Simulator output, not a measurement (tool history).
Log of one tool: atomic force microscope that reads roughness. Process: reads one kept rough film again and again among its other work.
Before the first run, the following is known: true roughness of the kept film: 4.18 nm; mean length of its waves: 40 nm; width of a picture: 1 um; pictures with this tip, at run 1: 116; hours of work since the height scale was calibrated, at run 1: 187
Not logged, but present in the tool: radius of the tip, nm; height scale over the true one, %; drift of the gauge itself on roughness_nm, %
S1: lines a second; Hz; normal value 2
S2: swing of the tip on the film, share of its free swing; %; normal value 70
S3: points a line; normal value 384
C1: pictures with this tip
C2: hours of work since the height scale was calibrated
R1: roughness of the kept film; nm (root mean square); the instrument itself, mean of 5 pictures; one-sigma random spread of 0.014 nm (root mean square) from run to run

run,hour,S1,S2,S3,C1,C2,R1
1,0,2,70,384,116,187,3.287
2,9.4,2,70,661,130,193,3.258
3,13.5,2,70,661,136,196,3.246
4,22.4,2,70,661,150,202,3.252
5,30.8,2.01,70,384,163,207,3.202
6,39.8,2.01,70,384,176,213,3.203
7,44.5,2.01,70,384,183,216,3.166
8,51.5,2.01,70,384,194,221,3.145
9,61.4,1.39,70,384,209,227,3.222
10,69,1.39,70,384,221,232,3.197
11,77.9,2,70,384,234,238,3.098
12,82.3,2,70,384,241,241,3.077
13,90.1,2,70,384,253,246,3.07
14,96.3,0.98,70,384,262,250,3.197
15,105.2,0.98,70,492,276,256,3.17
# hour 109.2: new tip fitted
16,112.6,0.98,70,492,5,260,3.6
17,117.8,2,70,258,13,264,3.438
18,125,2,70,435,24,269,3.446
19,132.3,2.57,70,602,35,273,3.317
20,141.2,2.57,70,602,48,279,3.3
21,149.5,2.57,70,602,61,285,3.295
# hour 151.4: height scale calibrated on a step standard
22,155.7,2,70,927,69,3,3.352
23,164.6,0.77,70,286,82,9,3.461
# hour 167.5: height scale calibrated on a step standard, once more
24,172,3.14,73,713,92,3,3.137
25,180.6,1.25,79,341,105,9,3.294
26,184.8,2,59,384,111,11,3.414
27,192.9,2,70,598,124,17,3.288
28,202.8,2,70,598,139,23,3.26
29,211.6,1.79,62,386,152,29,3.352
30,219.4,1.31,62,386,164,34,3.356
31,228.3,0.75,84,633,177,40,3.273
32,237.8,0.75,84,633,192,46,3.241
33,243.8,0.75,84,633,201,50,3.22
34,253.1,0.75,84,633,215,56,3.205
35,261.7,1.04,70,557,228,62,3.243

Results for each run, recomputed without the tool's hidden state and with each run's random variation untouched:
run,R1
1,3.493
2,3.484
3,3.481
4,3.507
5,3.475
6,3.499
7,3.468
8,3.464
9,3.573
10,3.563
11,3.473
12,3.46
13,3.47
14,3.627
15,3.619
16,3.637
17,3.485
18,3.51
19,3.398
20,3.401
21,3.415
22,3.497
23,3.631
24,3.286
25,3.472
26,3.607
27,3.495
28,3.49
29,3.609
30,3.633
31,3.564
32,3.554
33,3.544
34,3.549
35,3.612
